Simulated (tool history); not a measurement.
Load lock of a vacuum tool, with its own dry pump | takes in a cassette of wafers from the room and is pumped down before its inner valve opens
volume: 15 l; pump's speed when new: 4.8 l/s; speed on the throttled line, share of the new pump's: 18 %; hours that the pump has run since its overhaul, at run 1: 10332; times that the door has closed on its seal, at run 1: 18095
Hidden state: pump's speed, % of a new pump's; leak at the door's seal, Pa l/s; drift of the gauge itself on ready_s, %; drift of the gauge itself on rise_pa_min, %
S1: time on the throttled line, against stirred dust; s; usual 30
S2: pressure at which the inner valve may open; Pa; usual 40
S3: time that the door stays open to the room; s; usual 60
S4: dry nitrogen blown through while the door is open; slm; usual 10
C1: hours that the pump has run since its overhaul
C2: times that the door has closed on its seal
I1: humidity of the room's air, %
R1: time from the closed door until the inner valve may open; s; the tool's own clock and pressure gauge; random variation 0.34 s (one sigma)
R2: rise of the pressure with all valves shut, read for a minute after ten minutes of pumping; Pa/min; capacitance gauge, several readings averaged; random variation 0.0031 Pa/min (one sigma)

Run 1, hour 0: usual settings; C1 10332; C2 18095; I1 45.3. Result: R1 52.2 s, R2 0.139 Pa/min.
Run 2, hour 241.5: usual settings but S2 33 Pa; C1 10573; C2 19228; I1 40.7. Result: R1 52.6 s, R2 0.133 Pa/min.
Run 3, hour 712.3: usual settings but S2 33 Pa; C1 11044; C2 21437; I1 46.8. Result: R1 52.3 s, R2 0.153 Pa/min.
Run 4, hour 1160.6: usual settings but S2 33 Pa; C1 11492; C2 23540; I1 43.3. Result: R1 53 s, R2 0.159 Pa/min.
Run 5, hour 1407.1: usual settings but S3 25 s; C1 11739; C2 24697; I1 47.4. Result: R1 53 s, R2 0.126 Pa/min.
Run 6, hour 1813.9: usual settings but S3 25 s; C1 12145; C2 26605; I1 44.5. Result: R1 52.4 s, R2 0.129 Pa/min.
Run 7, hour 2215.4: usual settings but S3 25 s; C1 12547; C2 28489; I1 46.4. Result: R1 52.3 s, R2 0.147 Pa/min.
Run 8, hour 2582.3: usual settings but S4 5 slm; C1 12914; C2 30210; I1 43.1. Result: R1 53 s, R2 0.203 Pa/min.
Run 9, hour 3082.1: usual settings but S2 79 Pa; C1 13414; C2 32555; I1 42.4. Result: R1 50.5 s, R2 0.21 Pa/min.
Run 10, hour 3453.2: usual settings but S1 24 s, S2 70 Pa, S3 94 s, S4 12 slm; C1 13785; C2 34296; I1 47.1. Result: R1 46.5 s, R2 0.238 Pa/min.
Run 11, hour 3705.3: usual settings but S2 33 Pa; C1 14037; C2 35478; I1 44.5. Result: R1 54.2 s, R2 0.221 Pa/min.
Run 12, hour 4108.6: usual settings but S1 22 s, S3 34 s, S4 28 slm; C1 14440; C2 37371; I1 47.7. Result: R1 47 s, R2 0.193 Pa/min.
Run 13, hour 4530.6: usual settings but S2 32 Pa, S3 155 s; C1 14862; C2 39351; I1 45.9. Result: R1 54.3 s, R2 0.336 Pa/min.
Run 14, hour 4865.2: usual settings but S2 65 Pa, S3 61 s; C1 15197; C2 40920; I1 47.8. Result: R1 51.5 s, R2 0.262 Pa/min.
Run 15, hour 5181.7: usual settings but S1 56 s, S3 81 s; C1 15513; C2 42405; I1 47.7. Result: R1 73.7 s, R2 0.302 Pa/min.
Run 16, hour 5484: usual settings but S1 56 s, S3 81 s, S4 37 slm; C1 15816; C2 43823; I1 45.4. Result: R1 73.7 s, R2 0.257 Pa/min.

3 ways to go on from here, each from the tool as it stands after run 16. What would each give?
Run A, hour 5777: usual settings but S1 55 s, S2 38 Pa, S3 94 s, S4 37 slm; C1 16109; C2 45198; I1 42.7. Result: R1 ?, R2 ?.
Run B, hour 5777: usual settings but S2 42 Pa, S3 81 s, S4 37 slm; C1 16109; C2 45198; I1 44.9. Result: R1 ?, R2 ?.
Run C, hour 5777: usual settings but S1 60 s, S3 39 s, S4 37 slm; C1 16109; C2 45198; I1 44.3. Result: R1 ?, R2 ?.

run    R1     R2
  A  72.9  0.269
  B  53.9  0.263
  C  77.6  0.246
Without the tool's hidden state the same runs would have given:
run    R1     R2
  A  69.2  0.065
  B    49  0.058
  C  74.1  0.041
